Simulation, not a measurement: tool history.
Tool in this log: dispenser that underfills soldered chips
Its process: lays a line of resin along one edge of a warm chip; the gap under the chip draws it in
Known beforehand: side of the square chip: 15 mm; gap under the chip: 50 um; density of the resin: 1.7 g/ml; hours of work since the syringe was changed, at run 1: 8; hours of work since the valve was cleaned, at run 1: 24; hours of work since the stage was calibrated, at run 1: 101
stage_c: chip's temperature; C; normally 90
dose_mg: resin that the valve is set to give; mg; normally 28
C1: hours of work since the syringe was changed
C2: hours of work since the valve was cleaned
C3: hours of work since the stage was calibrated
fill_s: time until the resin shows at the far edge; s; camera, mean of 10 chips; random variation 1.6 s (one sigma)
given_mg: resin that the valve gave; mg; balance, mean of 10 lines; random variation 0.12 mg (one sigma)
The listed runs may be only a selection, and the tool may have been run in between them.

{"run": 1, "hour": 0.0, "stage_c": 90, "dose_mg": 28, "C1": 8, "C2": 24, "C3": 101, "fill_s": 253.5, "given_mg": 27.49}
{"hour": 4.4, "done": "new syringe of resin"}
{"run": 2, "hour": 6.6, "stage_c": 90, "dose_mg": 28, "C1": 2, "C2": 29, "C3": 106, "fill_s": 175, "given_mg": 27.36}
{"run": 3, "hour": 10.8, "stage_c": 90, "dose_mg": 28, "C1": 5, "C2": 32, "C3": 109, "fill_s": 207.9, "given_mg": 27.38}
{"run": 4, "hour": 14.2, "stage_c": 90, "dose_mg": 29.9, "C1": 7, "C2": 34, "C3": 111, "fill_s": 240, "given_mg": 28.97}
{"hour": 19.8, "done": "new syringe of resin"}
{"run": 5, "hour": 19.8, "stage_c": 90, "dose_mg": 28, "C1": 0, "C2": 38, "C3": 115, "fill_s": 161.9, "given_mg": 27.23}
{"run": 6, "hour": 26.1, "stage_c": 90, "dose_mg": 31.6, "C1": 5, "C2": 42, "C3": 119, "fill_s": 205.5, "given_mg": 30.29}
{"run": 7, "hour": 32.0, "stage_c": 90, "dose_mg": 31.6, "C1": 9, "C2": 46, "C3": 124, "fill_s": 260.5, "given_mg": 30.39}
{"hour": 35.3, "done": "new syringe of resin"}
{"run": 8, "hour": 37.3, "stage_c": 90, "dose_mg": 31.6, "C1": 1, "C2": 50, "C3": 127, "fill_s": 175.4, "given_mg": 30.38}
{"run": 9, "hour": 43.1, "stage_c": 90, "dose_mg": 26.4, "C1": 6, "C2": 54, "C3": 131, "fill_s": 232.8, "given_mg": 25.34}
{"run": 10, "hour": 48.9, "stage_c": 90, "dose_mg": 35.5, "C1": 10, "C2": 58, "C3": 136, "fill_s": 285.1, "given_mg": 33.69}
{"hour": 50.6, "done": "new syringe of resin"}
{"run": 11, "hour": 52.6, "stage_c": 90, "dose_mg": 30.7, "C1": 1, "C2": 61, "C3": 138, "fill_s": 173.6, "given_mg": 29.15}
{"run": 12, "hour": 56.0, "stage_c": 90, "dose_mg": 30.7, "C1": 4, "C2": 63, "C3": 140, "fill_s": 199.9, "given_mg": 28.88}
{"run": 13, "hour": 60.8, "stage_c": 77, "dose_mg": 28.9, "C1": 7, "C2": 67, "C3": 144, "fill_s": 403.3, "given_mg": 27.21}
{"hour": 65.8, "done": "new syringe of resin"}
{"run": 14, "hour": 67.5, "stage_c": 90, "dose_mg": 23.8, "C1": 1, "C2": 71, "C3": 148, "fill_s": 186.7, "given_mg": 22.32}
{"run": 15, "hour": 70.7, "stage_c": 95, "dose_mg": 28.9, "C1": 3, "C2": 74, "C3": 151, "fill_s": 168.5, "given_mg": 27.17}
{"run": 16, "hour": 75.7, "stage_c": 89, "dose_mg": 26.3, "C1": 7, "C2": 77, "C3": 154, "fill_s": 259.7, "given_mg": 24.72}
{"hour": 81.2, "done": "new syringe of resin"}
{"run": 17, "hour": 82.2, "stage_c": 85, "dose_mg": 32.5, "C1": 1, "C2": 82, "C3": 159, "fill_s": 207.9, "given_mg": 30.23}
{"run": 18, "hour": 86.1, "stage_c": 98, "dose_mg": 28, "C1": 4, "C2": 84, "C3": 162, "fill_s": 153.8, "given_mg": 26.2}
{"run": 19, "hour": 92.5, "stage_c": 98, "dose_mg": 28, "C1": 8, "C2": 89, "C3": 166, "fill_s": 206.9, "given_mg": 25.79}
{"run": 20, "hour": 95.9, "stage_c": 85, "dose_mg": 29, "C1": 11, "C2": 91, "C3": 169, "fill_s": 362.2, "given_mg": 27.05}
{"hour": 96.8, "done": "new syringe of resin"}
{"run": 21, "hour": 100.5, "stage_c": 80, "dose_mg": 34.9, "C1": 3, "C2": 94, "C3": 172, "fill_s": 269.2, "given_mg": 32.24}

5 options for the next run, each taken on its own from the tool as it stands now. Forecast them:
{"run": "A", "hour": 105.8, "stage_c": 99, "dose_mg": 34.9, "C1": 6, "C2": 98, "C3": 175, "fill_s": "?", "given_mg": "?"}
{"run": "B", "hour": 105.8, "stage_c": 84, "dose_mg": 27, "C1": 6, "C2": 98, "C3": 175, "fill_s": "?", "given_mg": "?"}
{"run": "C", "hour": 105.8, "stage_c": 87, "dose_mg": 31.8, "C1": 6, "C2": 98, "C3": 175, "fill_s": "?", "given_mg": "?"}
{"run": "D", "hour": 105.8, "stage_c": 83, "dose_mg": 32.2, "C1": 6, "C2": 98, "C3": 175, "fill_s": "?", "given_mg": "?"}
{"run": "E", "hour": 105.8, "stage_c": 91, "dose_mg": 35.2, "C1": 6, "C2": 98, "C3": 175, "fill_s": "?", "given_mg": "?"}

run=A fill_s=172.7 given_mg=32.18
run=B fill_s=304.6 given_mg=24.83
run=C fill_s=262.1 given_mg=29.19
run=D fill_s=301.2 given_mg=29.62
run=E fill_s=225.3 given_mg=32.65
What these runs would have given with no unlogged condition in the tool:
run=A fill_s=116.2 given_mg=34.96
run=B fill_s=201.2 given_mg=26.98
run=C fill_s=175.2 given_mg=31.72
run=D fill_s=201.4 given_mg=32.18
run=E fill_s=151.2 given_mg=35.47
